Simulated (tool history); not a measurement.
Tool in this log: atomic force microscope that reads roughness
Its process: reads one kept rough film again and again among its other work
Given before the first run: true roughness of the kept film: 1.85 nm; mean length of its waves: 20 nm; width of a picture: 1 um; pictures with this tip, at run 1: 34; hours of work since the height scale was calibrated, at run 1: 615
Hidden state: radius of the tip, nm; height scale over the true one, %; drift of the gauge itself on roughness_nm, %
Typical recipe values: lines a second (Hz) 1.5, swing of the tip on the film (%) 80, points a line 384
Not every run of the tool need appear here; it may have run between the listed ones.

run     day  lines a second (Hz)  swing of the tip on the film (%)  points a line  pictures with this tip  hours of work since the height scale was calibrated  roughness of the kept film (nm (root mean square))
  1       0                  1.5                                80            384                      34                                                  615                                               1.329
  2   0.983                  1.5                                80            384                      61                                                  630                                               1.298
  3   1.842                  1.5                                80            384                      85                                                  643                                                1.29
  4   2.758                  1.5                                80            384                     110                                                  657                                               1.265
  5   4.246                  1.5                                80            384                     151                                                  679                                               1.224
  6   6.221                  1.5                                80            384                     206                                                  709                                               1.172
  7   7.742                  1.5                                80            384                     247                                                  732                                               1.137
  8   9.675                  1.5                                80            384                     301                                                  761                                               1.101
  9  11.467                  1.5                                80            384                     350                                                  789                                               1.063
     11.971  -- new tip fitted
 10  13.275                  1.5                                80            384                      36                                                  816                                               1.309
 11  14.912                  1.5                                80            384                      81                                                  841                                               1.274
 12  16.288                  1.5                                80            384                     119                                                  861                                               1.254
 13  18.254                  1.5                                80            384                     173                                                  891                                               1.197
 14  19.621                  1.5                                76            384                     210                                                  912                                               1.211
 15  20.679                 1.63                                58            267                     240                                                  928                                               1.258
 16  21.867                  1.7                                70            509                     272                                                  946                                               1.181
 17  23.325                  1.5                                78            423                     313                                                  968                                               1.091
 18  24.333                  1.5                                78            662                     340                                                  983                                                1.09
     25.308  -- new tip fitted
 19  25.542                  1.5                                78            662                       6                                                 1001                                               1.392
 20  26.817                  1.5                                78            662                      41                                                 1021                                               1.361
 21  27.638                  1.5                                78            662                      64                                                 1033                                               1.325
 22  29.504                 1.01                                62            616                     115                                                 1061                                               1.415
 23  30.404                    1                                60            421                     140                                                 1075                                                1.39
 24  31.533                 1.08                                73            592                     171                                                 1092                                               1.308
 25  33.283                 1.08                                73            592                     220                                                 1119                                               1.252
 26  34.704                 1.08                                73            592                     259                                                 1140                                               1.231
 27  36.029                 1.08                                73            592                     295                                                 1160                                               1.209

Predict each of these 5 candidate next runs independently; none follows another, all start after run 27:
  A  36.954                 1.08                                78            916                     321                                                 1174                                                   ?
  B  36.954                 0.51                                58            645                     321                                                 1174                                                   ?
  C  36.954                 3.03                                69            662                     321                                                 1174                                                   ?
  D  36.954                 0.96                                62            384                     321                                                 1174                                                   ?
  E  36.954                 1.46                                57            520                     321                                                 1174                                                   ?

run  roughness of the kept film (nm (root mean square))
  A                                               1.163
  B                                               1.256
  C                                               1.083
  D                                               1.225
  E                                               1.227
With no hidden state in the tool, these same runs would have given:
run  roughness of the kept film (nm (root mean square))
  A                                               1.475
  B                                               1.594
  C                                               1.374
  D                                               1.556
  E                                               1.558
